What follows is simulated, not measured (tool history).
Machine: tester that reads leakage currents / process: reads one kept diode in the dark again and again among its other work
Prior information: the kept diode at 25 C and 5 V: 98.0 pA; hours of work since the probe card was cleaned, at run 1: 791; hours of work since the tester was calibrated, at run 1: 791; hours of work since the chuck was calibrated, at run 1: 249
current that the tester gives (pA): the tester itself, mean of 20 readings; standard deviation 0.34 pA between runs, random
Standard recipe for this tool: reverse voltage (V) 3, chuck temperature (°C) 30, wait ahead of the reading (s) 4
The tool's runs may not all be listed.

run	hour	reverse voltage (V)	chuck temperature (°C)	wait ahead of the reading (s)	hours of work since the probe card was cleaned	hours of work since the tester was calibrated	hours of work since the chuck was calibrated	current that the tester gives (pA)
1	0	3	30	4	791	791	249	117.45
2	32.6	3	30	4	810	810	268	117.02
3	73	3	20	4	833	833	291	58.38
4	111.8	3	20	4	855	855	313	58.89
5	136.4	3	20	4	869	869	327	58.5
6	189	3	20	4	899	899	357	58.92
7	230.3	3	30	4	923	923	381	117.94
8	286	3	30	4	955	955	413	117.05
9	340.9	3	30	4	986	986	444	117.62
10	382	3	30	0.35	1009	1009	468	120.61
11	417.7	3	30	0.35	1030	1030	488	120.67
12	455.8	3	30	0.35	1052	1052	510	119.64
13	495.4	3.75	30	4	1074	1074	532	131.11
14	522.3	3	30	5.77	1089	1089	548	118.55
# hour 551.1: probe card cleaned and baked
15	566.9	3	30	4	9	1113	571	111.94
16	622.4	3	30	4	41	1145	603	112.38
17	671.3	3	30	4	69	1173	631	111.9
18	698.9	4.12	30	4	84	1189	647	128.95
19	746	4.12	30	4	111	1216	674	128.8
20	782.4	4.12	30	4	132	1236	695	130.13
21	824.6	17.04	23	4	156	1260	719	149.87
22	854.8	17.04	23	4	173	1278	736	150.23
23	877.9	5.83	30	0.54	187	1291	749	154.94
24	908.8	5.83	30	0.54	204	1309	767	154.28
25	959.5	5.83	20	0.54	233	1338	796	77.21
# hour 964.3: tester calibrated
26	995	1.87	56	2.44	252	18	815	504.85
27	1031.7	10.65	36	4	273	38	836	303.76
# hour 1050.9: tester calibrated, once more
28	1077.6	3.26	44	4	298	15	861	300.28
29	1132	3.26	44	4	330	46	892	298.55
30	1169.6	12.03	43	0.82	351	68	913	504.58
31	1213.6	3	41	1.83	376	93	939	234.78
32	1248.4	4.98	36	2.55	396	113	958	212.09
33	1292.4	13.8	27	1.42	421	138	984	184.81
34	1319.3	13.8	27	1.42	437	153	999	185.35
35	1347.2	13.8	27	1.42	452	169	1015	186.23
36	1386.1	13.8	27	1.42	475	191	1037	186.6
37	1410.9	9.38	43	0.78	489	206	1051	451.87
38	1436.3	2.7	37	8.55	503	220	1066	171.68
39	1464.6	3	30	2.81	519	236	1082	111.36
40	1512.3	1.17	30	5.22	547	264	1109	72.83

Branching from run 40: 3 alternative next runs. What would each branch give?
A	1544.7	1.17	24	0.67	565	282	1128	?
B	1544.7	1.73	37	5.22	565	282	1128	?
C	1544.7	2.15	60	4	565	282	1128	?

run	current that the tester gives (pA)
A	48.01
B	140.94
C	667.57
Take away the tool's hidden state, keep each run's random variation, and the runs would have read:
run	current that the tester gives (pA)
A	48.67
B	144.22
C	685.92

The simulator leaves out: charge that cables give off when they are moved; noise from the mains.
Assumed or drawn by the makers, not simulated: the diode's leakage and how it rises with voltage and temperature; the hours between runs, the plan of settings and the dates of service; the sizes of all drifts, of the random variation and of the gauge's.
